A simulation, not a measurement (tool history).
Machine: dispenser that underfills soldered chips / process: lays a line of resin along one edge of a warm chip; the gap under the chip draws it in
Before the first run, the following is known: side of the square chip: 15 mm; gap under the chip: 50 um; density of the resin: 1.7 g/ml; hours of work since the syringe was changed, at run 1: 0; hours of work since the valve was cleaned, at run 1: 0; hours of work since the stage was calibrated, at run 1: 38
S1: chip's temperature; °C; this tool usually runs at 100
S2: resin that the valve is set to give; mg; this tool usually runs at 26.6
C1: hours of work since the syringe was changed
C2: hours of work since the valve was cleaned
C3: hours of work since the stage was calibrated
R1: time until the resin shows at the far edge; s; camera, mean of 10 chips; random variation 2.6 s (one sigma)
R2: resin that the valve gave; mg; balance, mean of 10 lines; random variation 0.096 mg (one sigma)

Run 1, day 0.000: usual settings; C1 0; C2 0; C3 38. Result: R1 262.5 s, R2 26.50 mg.
Run 2, day 0.138: usual settings but S1 115 °C; C1 2; C2 2; C3 40. Result: R1 187.1 s, R2 26.54 mg.
Run 3, day 0.221: usual settings but S1 112 °C; C1 4; C2 4; C3 42. Result: R1 211.2 s, R2 26.81 mg.
Run 4, day 0.325: usual settings but S1 112 °C; C1 5; C2 5; C3 43. Result: R1 221.3 s, R2 26.61 mg.
Run 5, day 0.454: usual settings; C1 7; C2 7; C3 45. Result: R1 344.6 s, R2 26.51 mg.
Run 6, day 0.588: usual settings; C1 9; C2 9; C3 47. Result: R1 366.8 s, R2 26.43 mg.
Run 7, day 0.675: usual settings; C1 11; C2 11; C3 49. Result: R1 390.7 s, R2 26.44 mg.
At day 0.746: new syringe of resin.
Run 8, day 0.867: usual settings; C1 2; C2 13; C3 51. Result: R1 276.1 s, R2 26.40 mg.
Run 9, day 1.042: usual settings; C1 4; C2 16; C3 54. Result: R1 303.6 s, R2 26.16 mg.
Run 10, day 1.229: usual settings; C1 7; C2 19; C3 57. Result: R1 339.5 s, R2 26.45 mg.
Run 11, day 1.354: usual settings but S2 29.5 mg; C1 9; C2 21; C3 59. Result: R1 356.7 s, R2 29.23 mg.
At day 1.496: new syringe of resin.
Run 12, day 1.496: usual settings but S2 29.5 mg; C1 0; C2 23; C3 61. Result: R1 263.5 s, R2 28.87 mg.
Run 13, day 1.696: usual settings but S2 29.5 mg; C1 3; C2 26; C3 64. Result: R1 285.7 s, R2 29.06 mg.
Run 14, day 1.867: usual settings but S2 29.5 mg; C1 6; C2 28; C3 67. Result: R1 320.2 s, R2 28.88 mg.
Run 15, day 2.050: usual settings but S2 29.5 mg; C1 8; C2 31; C3 69. Result: R1 356.5 s, R2 29.05 mg.
Run 16, day 2.158: usual settings but S2 29.5 mg; C1 10; C2 33; C3 71. Result: R1 384.6 s, R2 28.95 mg.
At day 2.254: new syringe of resin.
Run 17, day 2.258: usual settings but S2 29.5 mg; C1 0; C2 34; C3 72. Result: R1 258.1 s, R2 29.06 mg.
Run 18, day 2.371: usual settings but S2 24.3 mg; C1 2; C2 36; C3 74. Result: R1 289.0 s, R2 23.77 mg.
Run 19, day 2.546: usual settings but S1 95 °C, S2 24.5 mg; C1 4; C2 39; C3 77. Result: R1 366.0 s, R2 24.03 mg.
Run 20, day 2.754: usual settings but S1 85 °C, S2 25.8 mg; C1 8; C2 42; C3 80. Result: R1 575.1 s, R2 25.06 mg.
Run 21, day 2.917: usual settings but S1 85 °C, S2 25.8 mg; C1 10; C2 44; C3 82. Result: R1 634.8 s, R2 25.13 mg.
At day 3.017: new syringe of resin.
Run 22, day 3.083: usual settings but S1 91 °C, S2 27.3 mg; C1 1; C2 47; C3 85. Result: R1 345.3 s, R2 26.42 mg.
Run 23, day 3.196: usual settings but S1 91 °C, S2 27.3 mg; C1 3; C2 48; C3 87. Result: R1 373.4 s, R2 26.48 mg.
At day 3.367: dispensing valve cleaned and set on the balance.
Run 24, day 3.433: usual settings but S1 91 °C, S2 27.3 mg; C1 6; C2 1; C3 90. Result: R1 423.4 s, R2 27.34 mg.
Run 25, day 3.521: usual settings but S1 91 °C, S2 27.3 mg; C1 7; C2 2; C3 91. Result: R1 436.6 s, R2 27.17 mg.
Run 26, day 3.679: usual settings but S1 115 °C, S2 26.4 mg; C1 10; C2 5; C3 93. Result: R1 244.2 s, R2 26.35 mg.
At day 3.812: new syringe of resin.
Run 27, day 3.875: usual settings but S1 115 °C, S2 26.4 mg; C1 1; C2 8; C3 96. Result: R1 170.9 s, R2 26.38 mg.
Run 28, day 4.012: usual settings but S1 112 °C, S2 29.0 mg; C1 3; C2 10; C3 98. Result: R1 198.7 s, R2 28.87 mg.
Run 29, day 4.104: usual settings but S1 113 °C, S2 23.6 mg; C1 4; C2 11; C3 100. Result: R1 215.5 s, R2 23.57 mg.
Run 30, day 4.288: usual settings but S1 114 °C, S2 28.7 mg; C1 7; C2 14; C3 103. Result: R1 222.9 s, R2 28.53 mg.
Run 31, day 4.471: usual settings but S1 114 °C, S2 28.7 mg; C1 10; C2 17; C3 105. Result: R1 245.0 s, R2 28.55 mg.
At day 4.575: new syringe of resin.
Run 32, day 4.629: usual settings but S1 99 °C, S2 27.7 mg; C1 1; C2 19; C3 108. Result: R1 265.5 s, R2 27.42 mg.
Run 33, day 4.750: usual settings but S1 99 °C, S2 27.7 mg; C1 3; C2 21; C3 109. Result: R1 285.8 s, R2 27.53 mg.
Run 34, day 4.929: usual settings but S2 23.2 mg; C1 5; C2 24; C3 112. Result: R1 327.6 s, R2 22.89 mg.
Run 35, day 5.096: usual settings but S1 111 °C, S2 26.2 mg; C1 8; C2 26; C3 115. Result: R1 246.9 s, R2 25.88 mg.
Run 36, day 5.188: usual settings but S1 106 °C, S2 34.1 mg; C1 9; C2 28; C3 116. Result: R1 296.6 s, R2 33.77 mg.

How would selected steps in R1 from run to run divide? Give the signed amount a tool lacking its hidden state would still show from settings, what came in and random variation, and the signed amount left for the hidden state, including any gauge scatter that is not in both of the compared results.
Hidden state at play: resin's viscosity, % of fresh resin's; dose that the valve gives, % of what is set; true chip temperature over the reading, C; drift of the gauge itself on fill_s, %; drift of the gauge itself on given_mg, %.
Run 7 -> 8: new syringe of resin. R1 -114.6 s: hidden state -116.3, all else +1.7.
Run 16 -> 17: new syringe of resin. R1 -126.5 s: hidden state -125.1, all else -1.4.
Run 19 -> 20: S1 95 -> 85, S2 24.5 -> 25.8. R1 +209.1 s: hidden state +90.7, all else +118.4.
Run 21 -> 22: S1 85 -> 91, S2 25.8 -> 27.3, new syringe of resin. R1 -289.5 s: hidden state -198.9, all else -90.6.
Run 25 -> 26: S1 91 -> 115, S2 27.3 -> 26.4. R1 -192.4 s: hidden state -28.3, all else -164.1.
